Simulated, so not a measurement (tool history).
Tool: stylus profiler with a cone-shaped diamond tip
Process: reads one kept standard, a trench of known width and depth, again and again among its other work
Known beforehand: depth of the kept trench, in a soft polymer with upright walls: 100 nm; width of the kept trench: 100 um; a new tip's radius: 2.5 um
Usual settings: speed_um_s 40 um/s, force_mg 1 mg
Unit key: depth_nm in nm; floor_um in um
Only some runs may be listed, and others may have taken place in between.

{"run": 1, "hour": 0.0, "speed_um_s": 40, "force_mg": 1, "depth_nm": 100.65, "floor_um": 98.26}
{"run": 2, "hour": 11.7, "speed_um_s": 40, "force_mg": 1, "depth_nm": 100.69, "floor_um": 98.25}
{"run": 3, "hour": 26.5, "speed_um_s": 40, "force_mg": 1, "depth_nm": 100.49, "floor_um": 98.28}
{"run": 4, "hour": 42.3, "speed_um_s": 40, "force_mg": 1, "depth_nm": 100.49, "floor_um": 98.22}
{"run": 5, "hour": 51.0, "speed_um_s": 40, "force_mg": 1, "depth_nm": 100.55, "floor_um": 98.24}
{"run": 6, "hour": 65.0, "speed_um_s": 24, "force_mg": 1, "depth_nm": 100.5, "floor_um": 98.27}
{"run": 7, "hour": 75.9, "speed_um_s": 24, "force_mg": 1, "depth_nm": 100.63, "floor_um": 98.34}
{"run": 8, "hour": 90.0, "speed_um_s": 24, "force_mg": 1, "depth_nm": 100.48, "floor_um": 98.29}
{"run": 9, "hour": 101.5, "speed_um_s": 40, "force_mg": 1, "depth_nm": 100.66, "floor_um": 98.2}
{"run": 10, "hour": 114.7, "speed_um_s": 40, "force_mg": 1.38, "depth_nm": 100.89, "floor_um": 98.27}
{"run": 11, "hour": 132.2, "speed_um_s": 40, "force_mg": 1.02, "depth_nm": 100.46, "floor_um": 98.23}
{"run": 12, "hour": 143.9, "speed_um_s": 40, "force_mg": 1.02, "depth_nm": 100.5, "floor_um": 98.21}
{"run": 13, "hour": 154.6, "speed_um_s": 40, "force_mg": 1.02, "depth_nm": 100.49, "floor_um": 98.19}
{"run": 14, "hour": 168.6, "speed_um_s": 40, "force_mg": 1.02, "depth_nm": 100.65, "floor_um": 98.19}
{"run": 15, "hour": 180.4, "speed_um_s": 12, "force_mg": 1, "depth_nm": 100.42, "floor_um": 98.31}
{"run": 16, "hour": 198.5, "speed_um_s": 12, "force_mg": 1, "depth_nm": 100.48, "floor_um": 98.31}
{"run": 17, "hour": 208.4, "speed_um_s": 12, "force_mg": 1, "depth_nm": 100.5, "floor_um": 98.33}
{"run": 18, "hour": 217.5, "speed_um_s": 12, "force_mg": 1, "depth_nm": 100.42, "floor_um": 98.28}
{"run": 19, "hour": 228.8, "speed_um_s": 12, "force_mg": 1, "depth_nm": 100.52, "floor_um": 98.33}
{"run": 20, "hour": 242.0, "speed_um_s": 12, "force_mg": 1, "depth_nm": 100.41, "floor_um": 98.3}
{"run": 21, "hour": 258.9, "speed_um_s": 12, "force_mg": 1, "depth_nm": 100.33, "floor_um": 98.33}
{"run": 22, "hour": 270.6, "speed_um_s": 12, "force_mg": 1, "depth_nm": 100.52, "floor_um": 98.28}
{"run": 23, "hour": 282.5, "speed_um_s": 12, "force_mg": 1, "depth_nm": 100.35, "floor_um": 98.33}
{"run": 24, "hour": 297.4, "speed_um_s": 12, "force_mg": 1, "depth_nm": 100.32, "floor_um": 98.28}
{"run": 25, "hour": 313.5, "speed_um_s": 12, "force_mg": 0.89, "depth_nm": 100.26, "floor_um": 98.27}
{"run": 26, "hour": 332.9, "speed_um_s": 56, "force_mg": 1.38, "depth_nm": 100.68, "floor_um": 98.1}
{"run": 27, "hour": 343.1, "speed_um_s": 56, "force_mg": 0.62, "depth_nm": 100.22, "floor_um": 98.08}
{"run": 28, "hour": 354.3, "speed_um_s": 18, "force_mg": 1.32, "depth_nm": 100.69, "floor_um": 98.32}
{"run": 29, "hour": 372.9, "speed_um_s": 40, "force_mg": 2.07, "depth_nm": 101.06, "floor_um": 98.22}
{"run": 30, "hour": 391.6, "speed_um_s": 40, "force_mg": 2.07, "depth_nm": 100.94, "floor_um": 98.24}
{"run": 31, "hour": 406.5, "speed_um_s": 16, "force_mg": 0.99, "depth_nm": 100.47, "floor_um": 98.21}
{"run": 32, "hour": 416.9, "speed_um_s": 96, "force_mg": 2.34, "depth_nm": 101.01, "floor_um": 98.02}
{"run": 33, "hour": 432.9, "speed_um_s": 96, "force_mg": 2.34, "depth_nm": 101.17, "floor_um": 98}
{"run": 34, "hour": 441.6, "speed_um_s": 139, "force_mg": 1.3, "depth_nm": 100.48, "floor_um": 97.76}
{"run": 35, "hour": 453.1, "speed_um_s": 139, "force_mg": 1.3, "depth_nm": 100.63, "floor_um": 97.76}
{"run": 36, "hour": 464.4, "speed_um_s": 139, "force_mg": 0.48, "depth_nm": 99.9, "floor_um": 97.44}
{"run": 37, "hour": 476.1, "speed_um_s": 98, "force_mg": 2.27, "depth_nm": 100.9, "floor_um": 98.05}
{"run": 38, "hour": 493.4, "speed_um_s": 120, "force_mg": 0.42, "depth_nm": 99.94, "floor_um": 97.5}
{"run": 39, "hour": 503.8, "speed_um_s": 20, "force_mg": 2.92, "depth_nm": 101.28, "floor_um": 98.26}
{"run": 40, "hour": 512.0, "speed_um_s": 79, "force_mg": 2.92, "depth_nm": 101.2, "floor_um": 98.12}
{"run": 41, "hour": 526.2, "speed_um_s": 79, "force_mg": 2.92, "depth_nm": 101.25, "floor_um": 98.13}
{"run": 42, "hour": 540.5, "speed_um_s": 17, "force_mg": 0.5, "depth_nm": 100, "floor_um": 98.14}
{"run": 43, "hour": 552.1, "speed_um_s": 40, "force_mg": 0.53, "depth_nm": 100.03, "floor_um": 98.01}
{"run": 44, "hour": 569.7, "speed_um_s": 89, "force_mg": 1.68, "depth_nm": 100.63, "floor_um": 97.93}
{"run": 45, "hour": 584.3, "speed_um_s": 89, "force_mg": 1.68, "depth_nm": 100.84, "floor_um": 98.01}
{"run": 46, "hour": 598.3, "speed_um_s": 120, "force_mg": 1, "depth_nm": 100.32, "floor_um": 97.75}
{"run": 47, "hour": 606.9, "speed_um_s": 18, "force_mg": 1.37, "depth_nm": 100.66, "floor_um": 98.25}

Branching from run 47: 3 alternative next runs. What would each branch give?
{"run": "A", "hour": 623.3, "speed_um_s": 11, "force_mg": 1.37, "depth_nm": "?", "floor_um": "?"}
{"run": "B", "hour": 623.3, "speed_um_s": 20, "force_mg": 0.53, "depth_nm": "?", "floor_um": "?"}
{"run": "C", "hour": 623.3, "speed_um_s": 148, "force_mg": 1.37, "depth_nm": "?", "floor_um": "?"}

run=A depth_nm=100.49 floor_um=98.2
run=B depth_nm=100.02 floor_um=98.13
run=C depth_nm=100.53 floor_um=97.66
The same runs, with their run-to-run variation unchanged, on a tool lacking any hidden condition would have given:
run=A depth_nm=101.07 floor_um=98.52
run=B depth_nm=100.6 floor_um=98.45
run=C depth_nm=101.11 floor_um=97.98
